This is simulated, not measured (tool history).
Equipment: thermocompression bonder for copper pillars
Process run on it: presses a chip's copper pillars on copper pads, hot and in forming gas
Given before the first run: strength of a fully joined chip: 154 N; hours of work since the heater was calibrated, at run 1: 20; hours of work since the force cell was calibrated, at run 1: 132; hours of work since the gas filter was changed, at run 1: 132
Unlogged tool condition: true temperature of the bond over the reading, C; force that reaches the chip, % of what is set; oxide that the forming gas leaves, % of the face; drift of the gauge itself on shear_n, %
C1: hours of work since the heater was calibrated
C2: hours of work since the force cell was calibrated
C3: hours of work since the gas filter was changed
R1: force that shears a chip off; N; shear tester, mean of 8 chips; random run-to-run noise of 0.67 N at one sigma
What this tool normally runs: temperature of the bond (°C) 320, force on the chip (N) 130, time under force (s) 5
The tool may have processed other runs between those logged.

{"run": 1, "day": 0.0, "temperature of the bond (°C)": 320, "force on the chip (N)": 130, "time under force (s)": 5, "C1": 20, "C2": 132, "C3": 132, "R1": 69.1}
{"run": 2, "day": 0.25, "temperature of the bond (°C)": 320, "force on the chip (N)": 130, "time under force (s)": 5, "C1": 24, "C2": 136, "C3": 136, "R1": 68.9}
{"run": 3, "day": 0.425, "temperature of the bond (°C)": 320, "force on the chip (N)": 130, "time under force (s)": 5, "C1": 28, "C2": 140, "C3": 140, "R1": 70.4}
{"run": 4, "day": 0.725, "temperature of the bond (°C)": 320, "force on the chip (N)": 130, "time under force (s)": 5, "C1": 33, "C2": 145, "C3": 145, "R1": 68.9}
{"run": 5, "day": 0.912, "temperature of the bond (°C)": 320, "force on the chip (N)": 134, "time under force (s)": 5, "C1": 37, "C2": 149, "C3": 149, "R1": 71}
{"run": 6, "day": 1.292, "temperature of the bond (°C)": 320, "force on the chip (N)": 134, "time under force (s)": 5, "C1": 44, "C2": 156, "C3": 156, "R1": 70.7}
{"run": 7, "day": 1.658, "temperature of the bond (°C)": 320, "force on the chip (N)": 134, "time under force (s)": 5, "C1": 50, "C2": 162, "C3": 162, "R1": 70.8}
{"run": 8, "day": 1.996, "temperature of the bond (°C)": 320, "force on the chip (N)": 134, "time under force (s)": 5, "C1": 57, "C2": 169, "C3": 169, "R1": 69.1}
{"run": 9, "day": 2.338, "temperature of the bond (°C)": 320, "force on the chip (N)": 134, "time under force (s)": 3, "C1": 63, "C2": 175, "C3": 175, "R1": 58.2}
{"run": 10, "day": 2.638, "temperature of the bond (°C)": 320, "force on the chip (N)": 130, "time under force (s)": 7, "C1": 69, "C2": 181, "C3": 181, "R1": 76.8}
{"run": 11, "day": 2.929, "temperature of the bond (°C)": 320, "force on the chip (N)": 91, "time under force (s)": 3, "C1": 74, "C2": 186, "C3": 186, "R1": 40.7}
{"run": 12, "day": 3.196, "temperature of the bond (°C)": 320, "force on the chip (N)": 91, "time under force (s)": 3, "C1": 79, "C2": 191, "C3": 191, "R1": 40.8}
{"run": 13, "day": 3.446, "temperature of the bond (°C)": 317, "force on the chip (N)": 102, "time under force (s)": 7, "C1": 84, "C2": 196, "C3": 196, "R1": 61.5}
{"run": 14, "day": 3.612, "temperature of the bond (°C)": 317, "force on the chip (N)": 102, "time under force (s)": 7, "C1": 87, "C2": 199, "C3": 199, "R1": 61.5}
{"run": 15, "day": 3.838, "temperature of the bond (°C)": 308, "force on the chip (N)": 130, "time under force (s)": 5, "C1": 91, "C2": 203, "C3": 203, "R1": 59.7}

The next listed run, before its measurement:
{"run": 16, "day": 4.025, "temperature of the bond (°C)": 302, "force on the chip (N)": 105, "time under force (s)": 5, "C1": 94, "C2": 206, "C3": 206, "R1": "?"}

{"run 16": {"R1": 46.8}}
On a tool with no hidden condition, and with the same random variation, this run would have come out at R1 51.7 N.
